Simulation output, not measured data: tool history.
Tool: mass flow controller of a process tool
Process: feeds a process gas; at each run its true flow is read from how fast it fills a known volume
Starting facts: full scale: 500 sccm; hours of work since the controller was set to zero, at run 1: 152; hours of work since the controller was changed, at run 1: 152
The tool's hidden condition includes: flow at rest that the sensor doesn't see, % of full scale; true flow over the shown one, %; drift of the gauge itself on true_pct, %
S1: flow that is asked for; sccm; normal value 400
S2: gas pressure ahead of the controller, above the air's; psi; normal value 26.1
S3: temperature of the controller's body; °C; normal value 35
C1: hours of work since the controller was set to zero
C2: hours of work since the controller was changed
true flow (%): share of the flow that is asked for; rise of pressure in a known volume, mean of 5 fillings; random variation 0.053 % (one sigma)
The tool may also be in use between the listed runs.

run 1 hour=0.0 | S1=400 S2=26.1 S3=35 | C1=152 C2=152 | true_flow_(%)=98.45
run 2 hour=38.9 | S1=400 S2=26.1 S3=35 | C1=168 C2=168 | true_flow_(%)=98.42
run 3 hour=112.9 | S1=400 S2=26.1 S3=35 | C1=197 C2=197 | true_flow_(%)=98.44
run 4 hour=152.5 | S1=400 S2=26.1 S3=35 | C1=213 C2=213 | true_flow_(%)=98.41
run 5 hour=217.2 | S1=400 S2=26.1 S3=35 | C1=238 C2=238 | true_flow_(%)=98.48
run 6 hour=302.2 | S1=125 S2=26.1 S3=35 | C1=271 C2=271 | true_flow_(%)=96.38
run 7 hour=345.1 | S1=177 S2=26.1 S3=35 | C1=288 C2=288 | true_flow_(%)=96.79
run 8 hour=417.4 | S1=177 S2=26.1 S3=35 | C1=317 C2=317 | true_flow_(%)=96.84
run 9 hour=462.6 | S1=58 S2=26.1 S3=35 | C1=335 C2=335 | true_flow_(%)=95.43
run 10 hour=534.6 | S1=58 S2=39.9 S3=35 | C1=363 C2=363 | true_flow_(%)=95.09
run 11 hour=606.2 | S1=400 S2=26.1 S3=35 | C1=391 C2=391 | true_flow_(%)=98.45
run 12 hour=667.1 | S1=400 S2=26.1 S3=35 | C1=415 C2=415 | true_flow_(%)=98.34
run 13 hour=716.7 | S1=400 S2=26.1 S3=32 | C1=435 C2=435 | true_flow_(%)=98.73
run 14 hour=783.1 | S1=400 S2=26.1 S3=32 | C1=461 C2=461 | true_flow_(%)=98.76
run 15 hour=826.7 | S1=400 S2=26.1 S3=32 | C1=478 C2=478 | true_flow_(%)=98.75
run 16 hour=883.6 | S1=400 S2=26.1 S3=32 | C1=500 C2=500 | true_flow_(%)=98.79
run 17 hour=963.1 | S1=400 S2=34.1 S3=35 | C1=532 C2=532 | true_flow_(%)=98.21
run 18 hour=1004.5 | S1=400 S2=34.1 S3=35 | C1=548 C2=548 | true_flow_(%)=98.17
-- hour=1009.4 controller's zero set anew
run 19 hour=1052.8 | S1=89 S2=33.4 S3=35 | C1=17 C2=567 | true_flow_(%)=95.24
run 20 hour=1106.6 | S1=263 S2=26.4 S3=35 | C1=38 C2=588 | true_flow_(%)=97.28
run 21 hour=1190.2 | S1=263 S2=26.4 S3=35 | C1=71 C2=621 | true_flow_(%)=97.28
run 22 hour=1239.8 | S1=50 S2=25.5 S3=27 | C1=91 C2=640 | true_flow_(%)=95.04
run 23 hour=1290.4 | S1=50 S2=25.5 S3=27 | C1=111 C2=660 | true_flow_(%)=95.10
run 24 hour=1367.3 | S1=276 S2=31.9 S3=25 | C1=141 C2=691 | true_flow_(%)=98.17
run 25 hour=1432.0 | S1=382 S2=31.9 S3=26 | C1=166 C2=716 | true_flow_(%)=99.02
-- hour=1491.2 controller's zero set anew, once more
run 26 hour=1503.7 | S1=382 S2=31.9 S3=26 | C1=5 C2=744 | true_flow_(%)=99.25
run 27 hour=1572.3 | S1=55 S2=38.6 S3=21 | C1=32 C2=771 | true_flow_(%)=97.24
run 28 hour=1641.9 | S1=52 S2=26.1 S3=21 | C1=59 C2=799 | true_flow_(%)=97.40
run 29 hour=1712.6 | S1=59 S2=26.1 S3=35 | C1=87 C2=826 | true_flow_(%)=96.09
run 30 hour=1768.0 | S1=352 S2=22.2 S3=34 | C1=109 C2=848 | true_flow_(%)=98.45
run 31 hour=1830.4 | S1=416 S2=33.6 S3=35 | C1=134 C2=873 | true_flow_(%)=98.39
run 32 hour=1889.6 | S1=400 S2=27.0 S3=26 | C1=157 C2=896 | true_flow_(%)=99.44
run 33 hour=1973.8 | S1=239 S2=32.6 S3=38 | C1=190 C2=929 | true_flow_(%)=97.04
run 34 hour=2015.6 | S1=239 S2=34.4 S3=28 | C1=206 C2=946 | true_flow_(%)=98.08
run 35 hour=2071.2 | S1=66 S2=25.5 S3=35 | C1=228 C2=968 | true_flow_(%)=96.08
run 36 hour=2115.9 | S1=66 S2=25.5 S3=35 | C1=246 C2=985 | true_flow_(%)=96.17

Had the tool no unlogged condition, and each run kept its random variation, what would the results have been?
run=1 true_flow_(%)=98.47
run=2 true_flow_(%)=98.43
run=3 true_flow_(%)=98.45
run=4 true_flow_(%)=98.42
run=5 true_flow_(%)=98.49
run=6 true_flow_(%)=96.67
run=7 true_flow_(%)=96.97
run=8 true_flow_(%)=97.03
run=9 true_flow_(%)=96.25
run=10 true_flow_(%)=95.93
run=11 true_flow_(%)=98.46
run=12 true_flow_(%)=98.36
run=13 true_flow_(%)=98.74
run=14 true_flow_(%)=98.78
run=15 true_flow_(%)=98.77
run=16 true_flow_(%)=98.80
run=17 true_flow_(%)=98.23
run=18 true_flow_(%)=98.18
run=19 true_flow_(%)=96.26
run=20 true_flow_(%)=97.53
run=21 true_flow_(%)=97.53
run=22 true_flow_(%)=97.06
run=23 true_flow_(%)=97.15
run=24 true_flow_(%)=98.41
run=25 true_flow_(%)=99.14
run=26 true_flow_(%)=99.11
run=27 true_flow_(%)=97.36
run=28 true_flow_(%)=97.57
run=29 true_flow_(%)=96.25
run=30 true_flow_(%)=98.32
run=31 true_flow_(%)=98.25
run=32 true_flow_(%)=99.31
run=33 true_flow_(%)=96.94
run=34 true_flow_(%)=97.99
run=35 true_flow_(%)=96.31
run=36 true_flow_(%)=96.40
